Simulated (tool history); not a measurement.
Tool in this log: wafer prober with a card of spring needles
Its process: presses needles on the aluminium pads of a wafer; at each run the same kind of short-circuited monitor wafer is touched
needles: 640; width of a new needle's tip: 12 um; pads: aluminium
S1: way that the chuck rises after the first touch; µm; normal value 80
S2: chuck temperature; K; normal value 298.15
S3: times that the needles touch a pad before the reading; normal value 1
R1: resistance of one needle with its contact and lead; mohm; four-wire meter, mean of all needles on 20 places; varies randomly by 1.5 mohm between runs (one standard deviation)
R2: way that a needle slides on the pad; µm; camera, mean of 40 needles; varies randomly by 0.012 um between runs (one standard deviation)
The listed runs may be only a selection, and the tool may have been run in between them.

run   hour   S1      S2  S3   R1     R2
  1      0   80  298.15   1  161  10.53
  2   32.6   80  298.15   1  190  10.52
  3   52.2   80  298.15   3  141  10.49
  4   85.5   80  298.15   3  154  10.51
  5  102.1   80  298.15   3  148  10.48
  6  119.5   80  298.15   3  153   10.5
  7  135.2   80  298.15   3  144  10.44
  8  168.6   80  298.15   3  158  10.43
  9  201.9   80  298.15   1  183  10.41
 10  217.3   80  298.15   1  186  10.41
 11  241.8   80  298.15   1  191  10.34
 12  263.2   80  298.15   1  167  10.32
 13  287.9   80  298.15   1  167  10.55
 14  318.4   80  298.15   1  189  10.54
 15  337.8   80  298.15   1  151  10.52
 16  368.8   80  343.15   1  191  10.49
 17  399.6   80  343.15   1  159  10.49
 18  414.3   80  343.15   1  166  10.47
 19  443.9   80  343.15   1  186  10.47
 20  476.7   75  299.15   3  146    9.8
 21  490.4   75  299.15   3  149   9.79
 22  509.2   80  347.15   2  175  10.46
 23  534.1   80  347.15   2  173  10.43
 24  564.7   68  385.15   3  154   8.85
 25  596.4   80  319.15   2  167  10.41
 26  623.7   74  358.15   1  214    9.6
 27  637.9   74  358.15   2  188   9.58
 28    652   74  307.15   1  151    9.6
 29  671.7   74  307.15   1  192   9.57
 30  690.9  100  298.15   1  142  12.98

The log once held 57 entries between its listed runs, left out of this copy. Where does each go, and what is different about the tool's unlogged condition between the listed run before it and the listed run after it?
In the gap between runs 1 and 2: tips cleaned on abrasive film (hour 11.7); tips cleaned on abrasive film (hour 25.1)
  debris on the tips, nm: 58.4 -> 140.8; way that the needles fall short of the set height, um: 0.2 -> 0.3; tips' diameter, um: 13.19 -> 13.23
  difference, measured minus the result without the unlogged condition, R1: +22 -> +54 mohm; R2: -0.02 -> -0.04 µm
In the gap between runs 2 and 3: tips cleaned on abrasive film (hour 38.2); tips cleaned on abrasive film (hour 50.8)
  debris on the tips, nm: 140.8 -> 40.4; way that the needles fall short of the set height, um: 0.3 -> 0.39; tips' diameter, um: 13.23 -> 13.26
  difference, measured minus the result without the unlogged condition, R1: +54 -> +6 mohm; R2: -0.04 -> -0.05 µm
In the gap between runs 3 and 4: tips cleaned on abrasive film (hour 62.7); tips cleaned on abrasive film (hour 75.6)
  debris on the tips, nm: 40.4 -> 159.7; way that the needles fall short of the set height, um: 0.39 -> 0.48; tips' diameter, um: 13.26 -> 13.29
  difference, measured minus the result without the unlogged condition, R1: +6 -> +21 mohm; R2: -0.05 -> -0.06 µm
In the gap between runs 4 and 5: tips cleaned on abrasive film (hour 87.1); tips cleaned on abrasive film (hour 98.6)
  debris on the tips, nm: 159.7 -> 77.7; way that the needles fall short of the set height, um: 0.48 -> 0.57; tips' diameter, um: 13.29 -> 13.32
  difference, measured minus the result without the unlogged condition, R1: +21 -> +11 mohm; R2: -0.06 -> -0.08 µm
In the gap between runs 5 and 6: tips cleaned on abrasive film (hour 110.3)
  debris on the tips, nm: 77.7 -> 146.9; way that the needles fall short of the set height, um: 0.57 -> 0.61; tips' diameter, um: 13.32 -> 13.34
  difference, measured minus the result without the unlogged condition, R1: +11 -> +21 mohm; R2: -0.08 -> -0.08 µm
In the gap between runs 6 and 7: tips cleaned on abrasive film (hour 122); tips cleaned on abrasive film (hour 133.4)
  debris on the tips, nm: 146.9 -> 56.7; way that the needles fall short of the set height, um: 0.61 -> 0.71; tips' diameter, um: 13.34 -> 13.37
  difference, measured minus the result without the unlogged condition, R1: +21 -> +8 mohm; R2: -0.08 -> -0.09 µm
In the gap between runs 7 and 8: tips cleaned on abrasive film (hour 147.7); tips cleaned on abrasive film (hour 160.1)
  debris on the tips, nm: 56.7 -> 141.7; way that the needles fall short of the set height, um: 0.71 -> 0.82; tips' diameter, um: 13.37 -> 13.41
  difference, measured minus the result without the unlogged condition, R1: +8 -> +20 mohm; R2: -0.09 -> -0.11 µm
In the gap between runs 8 and 9: tips cleaned on abrasive film (hour 173.1); tips cleaned on abrasive film (hour 184.9); tips cleaned on abrasive film (hour 196.9)
  debris on the tips, nm: 141.7 -> 119.3; way that the needles fall short of the set height, um: 0.82 -> 0.95; tips' diameter, um: 13.41 -> 13.46
  difference, measured minus the result without the unlogged condition, R1: +20 -> +47 mohm; R2: -0.11 -> -0.12 µm
In the gap between runs 9 and 10: tips cleaned on abrasive film (hour 210.2)
  debris on the tips, nm: 119.3 -> 130.6; way that the needles fall short of the set height, um: 0.95 -> 1.01; tips' diameter, um: 13.46 -> 13.48
  difference, measured minus the result without the unlogged condition, R1: +47 -> +51 mohm; R2: -0.12 -> -0.13 µm
In the gap between runs 10 and 11: height of the first contact set anew (hour 220.2); tips cleaned on abrasive film (hour 223.1); tips cleaned on abrasive film (hour 234.6)
  debris on the tips, nm: 130.6 -> 144.8; way that the needles fall short of the set height, um: 1.01 -> 1.65; tips' diameter, um: 13.48 -> 13.51
  difference, measured minus the result without the unlogged condition, R1: +51 -> +57 mohm; R2: -0.13 -> -0.21 µm
In the gap between runs 11 and 12: tips cleaned on abrasive film (hour 246.8); tips cleaned on abrasive film (hour 259.8)
  debris on the tips, nm: 144.8 -> 78.4; way that the needles fall short of the set height, um: 1.65 -> 1.75; tips' diameter, um: 13.51 -> 13.54
  difference, measured minus the result without the unlogged condition, R1: +57 -> +32 mohm; R2: -0.21 -> -0.23 µm
In the gap between runs 12 and 13: tips cleaned on abrasive film (hour 272.6); tips cleaned on abrasive film (hour 284.8); height of the first contact set anew, once more (hour 287.9)
  debris on the tips, nm: 78.4 -> 77.4; way that the needles fall short of the set height, um: 1.75 -> 0; tips' diameter, um: 13.54 -> 13.58
  difference, measured minus the result without the unlogged condition, R1: +32 -> +30 mohm; R2: -0.23 -> +0 µm
In the gap between runs 13 and 14: tips cleaned on abrasive film (hour 298.4); tips cleaned on abrasive film (hour 311.9)
  debris on the tips, nm: 77.4 -> 135; way that the needles fall short of the set height, um: 0 -> 0.11; tips' diameter, um: 13.58 -> 13.61
  difference, measured minus the result without the unlogged condition, R1: +30 -> +52 mohm; R2: +0 -> -0.02 µm
In the gap between runs 14 and 15: tips cleaned on abrasive film (hour 324); tips cleaned on abrasive film (hour 336.7)
  debris on the tips, nm: 135 -> 33.4; way that the needles fall short of the set height, um: 0.11 -> 0.2; tips' diameter, um: 13.61 -> 13.65
  difference, measured minus the result without the unlogged condition, R1: +52 -> +13 mohm; R2: -0.02 -> -0.02 µm
In the gap between runs 15 and 16: tips cleaned on abrasive film (hour 349.6); tips cleaned on abrasive film (hour 361.1)
  debris on the tips, nm: 33.4 -> 137; way that the needles fall short of the set height, um: 0.2 -> 0.31; tips' diameter, um: 13.65 -> 13.68
  difference, measured minus the result without the unlogged condition, R1: +13 -> +49 mohm; R2: -0.02 -> -0.04 µm
In the gap between runs 16 and 17: tips cleaned on abrasive film (hour 373); tips cleaned on abrasive film (hour 385.5); tips cleaned on abrasive film (hour 398.1)
  debris on the tips, nm: 137 -> 43.6; way that the needles fall short of the set height, um: 0.31 -> 0.45; tips' diameter, um: 13.68 -> 13.73
  difference, measured minus the result without the unlogged condition, R1: +49 -> +17 mohm; R2: -0.04 -> -0.06 µm
In the gap between runs 17 and 18: tips cleaned on abrasive film (hour 411.8)
  debris on the tips, nm: 43.6 -> 63.9; way that the needles fall short of the set height, um: 0.45 -> 0.5; tips' diameter, um: 13.73 -> 13.75
  difference, measured minus the result without the unlogged condition, R1: +17 -> +24 mohm; R2: -0.06 -> -0.07 µm
In the gap between runs 18 and 19: tips cleaned on abrasive film (hour 425.1); tips cleaned on abrasive film (hour 438.3)
  debris on the tips, nm: 63.9 -> 121.5; way that the needles fall short of the set height, um: 0.5 -> 0.6; tips' diameter, um: 13.75 -> 13.79
  difference, measured minus the result without the unlogged condition, R1: +24 -> +44 mohm; R2: -0.07 -> -0.08 µm
In the gap between runs 19 and 20: tips cleaned on abrasive film (hour 450.7); tips cleaned on abrasive film (hour 462.9); tips cleaned on abrasive film (hour 475.7)
  debris on the tips, nm: 121.5 -> 39.6; way that the needles fall short of the set height, um: 0.6 -> 0.74; tips' diameter, um: 13.79 -> 13.84
  difference, measured minus the result without the unlogged condition, R1: +44 -> +7 mohm; R2: -0.08 -> -0.1 µm
In the gap between runs 20 and 21: tips cleaned on abrasive film (hour 488.8)
  debris on the tips, nm: 39.6 -> 62.5; way that the needles fall short of the set height, um: 0.74 -> 0.78; tips' diameter, um: 13.84 -> 13.85
  difference, measured minus the result without the unlogged condition, R1: +7 -> +11 mohm; R2: -0.1 -> -0.1 µm
In the gap between runs 21 and 22: tips cleaned on abrasive film (hour 501.9)
  debris on the tips, nm: 62.5 -> 136.4; way that the needles fall short of the set height, um: 0.78 -> 0.83; tips' diameter, um: 13.85 -> 13.87
  difference, measured minus the result without the unlogged condition, R1: +11 -> +31 mohm; R2: -0.1 -> -0.11 µm
In the gap between runs 22 and 23: tips cleaned on abrasive film (hour 515); tips cleaned on abrasive film (hour 527.7)
  debris on the tips, nm: 136.4 -> 126.7; way that the needles fall short of the set height, um: 0.83 -> 0.91; tips' diameter, um: 13.87 -> 13.89
  difference, measured minus the result without the unlogged condition, R1: +31 -> +29 mohm; R2: -0.11 -> -0.12 µm
In the gap between runs 23 and 24: tips cleaned on abrasive film (hour 539.7); tips cleaned on abrasive film (hour 552); tips cleaned on abrasive film (hour 564.7)
  debris on the tips, nm: 126.7 -> 16; way that the needles fall short of the set height, um: 0.91 -> 1.05; tips' diameter, um: 13.89 -> 13.94
  difference, measured minus the result without the unlogged condition, R1: +29 -> +4 mohm; R2: -0.12 -> -0.14 µm
In the gap between runs 24 and 25: tips cleaned on abrasive film (hour 577.3); tips cleaned on abrasive film (hour 590.2)
  debris on the tips, nm: 16 -> 119.2; way that the needles fall short of the set height, um: 1.05 -> 1.14; tips' diameter, um: 13.94 -> 13.98
  difference, measured minus the result without the unlogged condition, R1: +4 -> +29 mohm; R2: -0.14 -> -0.15 µm
In the gap between runs 25 and 26: tips cleaned on abrasive film (hour 601.7); tips cleaned on abrasive film (hour 614.1)
  debris on the tips, nm: 119.2 -> 157.6; way that the needles fall short of the set height, um: 1.14 -> 1.24; tips' diameter, um: 13.98 -> 14.01
  difference, measured minus the result without the unlogged condition, R1: +29 -> +66 mohm; R2: -0.15 -> -0.16 µm
In the gap between runs 26 and 27: tips cleaned on abrasive film (hour 626.6)
  debris on the tips, nm: 157.6 -> 168.6; way that the needles fall short of the set height, um: 1.24 -> 1.27; tips' diameter, um: 14.01 -> 14.02
  difference, measured minus the result without the unlogged condition, R1: +66 -> +42 mohm; R2: -0.16 -> -0.17 µm
In the gap between runs 27 and 28: tips cleaned on abrasive film (hour 640.1); tips cleaned on abrasive film (hour 652)
  debris on the tips, nm: 168.6 -> 19.6; way that the needles fall short of the set height, um: 1.27 -> 1.37; tips' diameter, um: 14.02 -> 14.05
  difference, measured minus the result without the unlogged condition, R1: +42 -> +10 mohm; R2: -0.17 -> -0.18 µm
In the gap between runs 28 and 29: tips cleaned on abrasive film (hour 665.7)
  debris on the tips, nm: 19.6 -> 119.2; way that the needles fall short of the set height, um: 1.37 -> 1.41; tips' diameter, um: 14.05 -> 14.07
  difference, measured minus the result without the unlogged condition, R1: +10 -> +54 mohm; R2: -0.18 -> -0.18 µm
In the gap between runs 29 and 30: tips cleaned on abrasive film (hour 678.9); tips cleaned on abrasive film (hour 690.9)
  debris on the tips, nm: 119.2 -> 21.5; way that the needles fall short of the set height, um: 1.41 -> 1.5; tips' diameter, um: 14.07 -> 14.1
  difference, measured minus the result without the unlogged condition, R1: +54 -> +7 mohm; R2: -0.18 -> -0.2 µm

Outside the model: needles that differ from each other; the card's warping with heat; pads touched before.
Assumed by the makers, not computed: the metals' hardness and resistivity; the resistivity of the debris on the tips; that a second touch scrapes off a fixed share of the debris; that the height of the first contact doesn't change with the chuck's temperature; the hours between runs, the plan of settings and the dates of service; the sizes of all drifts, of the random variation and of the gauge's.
